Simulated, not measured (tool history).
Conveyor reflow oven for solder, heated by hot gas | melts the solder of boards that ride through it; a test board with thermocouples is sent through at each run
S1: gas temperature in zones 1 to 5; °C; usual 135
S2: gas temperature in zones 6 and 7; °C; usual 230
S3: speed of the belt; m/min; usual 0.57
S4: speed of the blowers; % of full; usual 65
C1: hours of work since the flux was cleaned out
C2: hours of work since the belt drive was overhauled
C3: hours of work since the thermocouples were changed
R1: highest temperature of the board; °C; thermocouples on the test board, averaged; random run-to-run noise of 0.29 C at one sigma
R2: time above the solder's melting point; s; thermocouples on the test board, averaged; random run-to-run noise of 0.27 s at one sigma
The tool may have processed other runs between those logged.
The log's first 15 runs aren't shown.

Run 16, hour 710.2: usual settings but S1 134 °C, S2 224 °C, S3 0.523 m/min; C1 245; C2 54; C3 576. Result: R1 213.2 °C, R2 64 s.
Run 17, hour 760.2: usual settings but S1 134 °C, S2 224 °C, S3 0.523 m/min; C1 278; C2 87; C3 609. Result: R1 213.2 °C, R2 64.6 s.
Run 18, hour 815.1: usual settings but S1 134 °C, S2 224 °C, S3 0.523 m/min; C1 314; C2 124; C3 646. Result: R1 213 °C, R2 64.8 s.
At hour 844.8: flux residue cleaned out of gas plates and filters.
Run 19, hour 854.3: usual settings but S2 239 °C; C1 6; C2 146; C3 668. Result: R1 225.2 °C, R2 68.8 s.
Run 20, hour 884.5: usual settings but S1 121 °C, S4 53 % of full; C1 26; C2 166; C3 688. Result: R1 213.7 °C, R2 53.7 s.
Run 21, hour 917: usual settings but S1 138 °C, S3 0.515 m/min; C1 48; C2 188; C3 710. Result: R1 221 °C, R2 74.4 s.
Run 22, hour 969.9: usual settings but S1 138 °C, S3 0.615 m/min; C1 83; C2 223; C3 745. Result: R1 216 °C, R2 57.5 s.
Run 23, hour 1006: usual settings but S1 138 °C, S3 0.615 m/min; C1 107; C2 246; C3 769. Result: R1 215.4 °C, R2 57.6 s.
Run 24, hour 1064.7: usual settings but S1 149 °C, S3 0.507 m/min; C1 146; C2 285; C3 808. Result: R1 222.4 °C, R2 82.3 s.
Run 25, hour 1109.1: usual settings but S1 149 °C, S3 0.507 m/min; C1 175; C2 315; C3 837. Result: R1 221.6 °C, R2 81.7 s.
Run 26, hour 1150.9: usual settings but S2 227 °C, S3 0.601 m/min, S4 87 % of full; C1 203; C2 342; C3 865. Result: R1 215.7 °C, R2 58.8 s.

Expected results for the next run?
Run 27, hour 1203.3: usual settings but S2 227 °C, S3 0.601 m/min, S4 87 % of full; C1 237; C2 377; C3 899. Result: R1 ?, R2 ?.

R1: 215.3 °C
R2: 58.6 s
Minus the tool's unlogged condition, the same run would have read R1 215.1 °C, R2 58.4 s.
